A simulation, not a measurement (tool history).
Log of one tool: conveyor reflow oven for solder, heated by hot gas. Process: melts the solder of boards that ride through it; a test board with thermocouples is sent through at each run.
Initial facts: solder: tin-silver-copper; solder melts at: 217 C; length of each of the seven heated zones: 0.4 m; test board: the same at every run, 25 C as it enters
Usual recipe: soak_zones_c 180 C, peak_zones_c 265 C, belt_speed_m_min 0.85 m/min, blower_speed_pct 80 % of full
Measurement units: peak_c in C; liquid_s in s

run   hour  soak_zones_c  peak_zones_c  belt_speed_m_min  blower_speed_pct  peak_c  liquid_s
  1      0           180           265              0.85                80   252.3      44.1
  2    4.1           180           265              0.85                80     252      44.1
  3    9.5           180           265              0.85                80     252      44.1
  4   17.7           180           265             0.722                80   256.3      55.4
  5   25.4           180           265              0.85                80   252.2      44.1
  6   34.7           180           265              0.85                80   251.9        44
  7   40.6           180           265              0.85                80   251.4      44.1
  8   47.5           180           265              0.85                80   251.8      43.9
  9     57           180           265              0.85                80   251.6        44
 10   64.3           180           265              0.85                80   251.6      44.1
 11   71.4           180           265              0.85                76     251      43.5
 12   76.9           180           271              0.85                80     257      46.5
 13   82.5           180           271              0.85                80   257.4      46.5
 14   91.3           180           265              0.85                58   246.8      39.7
 15   97.3           180           278              0.84                85   264.7      50.3
 16  106.7           172           265              0.85                69     248        39
 17    111           172           265              0.85                69   247.9      38.7
 18  124.4           172           269              0.85                69   250.5      40.2
 19  130.5           165           278              0.85                61   254.5      40.5
 20  136.4           165           278              0.85                61   254.2      40.2
 21  144.8           167           278             0.709                61   262.1      54.3
 22  156.8           167           278             0.709                61   264.5      55.8
 23  161.2           166           271             0.983                84   252.6      34.9
 24  166.6           167           265             0.921                77   248.2      35.2
 25  170.6           167           265             0.921                77   248.2        35

Removed from this log: 2 entries logged between the listed runs. Between which two listed runs does each belong, and how does the tool's hidden state at the listed run before it compare with that at the listed run after it?
Run 17 -> run 18: flux residue cleaned out of gas plates and filters (hour 116.5)
  heat that the gas passes to the board, % of a clean oven's: 92.7 -> 89.2; belt's true speed, % of the reading: 99.45 -> 99.43; true gas temperature in zones 6 and 7 over the reading, C: 1.07 -> 1.08
  what was measured, less what the result would be without the hidden state, peak_c: -0.6 -> -1.6 C; liquid_s: -0.6 -> -1.2 s
Run 21 -> run 22: flux residue cleaned out of gas plates and filters, once more (hour 150.5)
  heat that the gas passes to the board, % of a clean oven's: 88.9 -> 99.8; belt's true speed, % of the reading: 99.41 -> 99.4; true gas temperature in zones 6 and 7 over the reading, C: 1.1 -> 1.11
  what was measured, less what the result would be without the hidden state, peak_c: -1.2 -> +1.2 C; liquid_s: -0.6 -> +0.9 s

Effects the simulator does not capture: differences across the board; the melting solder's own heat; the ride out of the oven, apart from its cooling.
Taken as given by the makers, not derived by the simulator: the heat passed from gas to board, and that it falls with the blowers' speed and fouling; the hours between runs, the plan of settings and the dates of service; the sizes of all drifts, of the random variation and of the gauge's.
